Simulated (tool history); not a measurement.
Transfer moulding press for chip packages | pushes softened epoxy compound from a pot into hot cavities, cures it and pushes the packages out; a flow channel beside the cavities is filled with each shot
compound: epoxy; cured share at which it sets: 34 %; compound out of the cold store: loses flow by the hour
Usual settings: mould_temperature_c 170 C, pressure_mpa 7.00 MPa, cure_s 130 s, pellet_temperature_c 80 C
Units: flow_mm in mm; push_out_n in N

run   hour  mould_temperature_c  pressure_mpa  cure_s  pellet_temperature_c  incoming compound's hours out of the cold store  flow_mm  push_out_n
  1    0.0                  170          7.00     130                    80                                             40.3      679         202
  2   10.2                  170          8.78     130                    80                                             18.1      866         217
  3   21.8                  170          8.78     130                    80                                             10.5      911         223
  4   35.2                  170          8.78     130                    80                                             12.9      898         220
      42.7  -- cavities cleaned with cleaning compound and waxed
  5   43.7                  170          8.78     130                    80                                             37.9      765         208
  6   50.1                  170          8.78     130                    80                                              8.2      928         207
  7   60.2                  170          6.76     130                    80                                             40.5      663         200
  8   68.8                  170          6.76     130                    80                                             32.7      694         203
  9   81.9                  170          6.76     130                    80                                             45.0      648         195
 10   95.4                  170          7.00     130                    90                                             34.6      700         205
     110.1  -- cavities cleaned with cleaning compound and waxed
 11  110.1                  177          7.00     130                    90                                             20.8      737         162
 12  122.4                  177          7.00     130                    90                                             47.6      631         158
 13  132.4                  170          7.00     163                    80                                             27.2      733         160
 14  138.8                  170          7.00     130                    79                                             18.2      777         219
 15  152.7                  170          8.05     130                    80                                             41.8      718         207
 16  167.1                  168          7.00     132                    80                                             43.0      672         219
     177.4  -- cavities cleaned with cleaning compound and waxed
 17  179.4                  163          7.00     132                    83                                             13.0      830         354
 18  191.4                  163          7.00     132                    83                                             44.0      688         299
 19  198.5                  163          7.00     132                    83                                             30.5      743         307
 20  210.2                  170          7.11     130                    79                                             46.2      656         196
 21  217.8                  169          5.21     120                    76                                              9.5      707         284
 22  230.0                  170          6.44     130                    73                                             27.2      706         209
     243.9  -- cavities cleaned with cleaning compound and waxed
 23  244.0                  170          8.62     141                    86                                             24.5      825         177
 24  250.4                  170          7.15     130                    88                                             26.8      742         194
 25  259.0                  170          7.15     130                    88                                             29.3      729         202
 26  265.4                  170          7.15     120                    88                                             33.6      708         232
 27  279.0                  174          7.00     130                    80                                             10.8      798         186
 28  291.0                  174          7.00     130                    80                                             18.6      759         179

Forecast each of these 4 alternatives for the next run:
  A  299.6                  173          7.00     130                    80                                             36.3        ?           ?
  B  299.6                  171          7.00     142                    82                                             18.5        ?           ?
  C  299.6                  169          7.00     134                    80                                             43.9        ?           ?
  D  299.6                  167          7.00     119                    80                                             22.4        ?           ?

run  flow_mm  push_out_n
  A      686         186
  B      769         183
  C      663         206
  D      763         306
Without the tool's hidden state the same runs would have given:
run  flow_mm  push_out_n
  A      687         183
  B      770         180
  C      664         202
  D      764         300
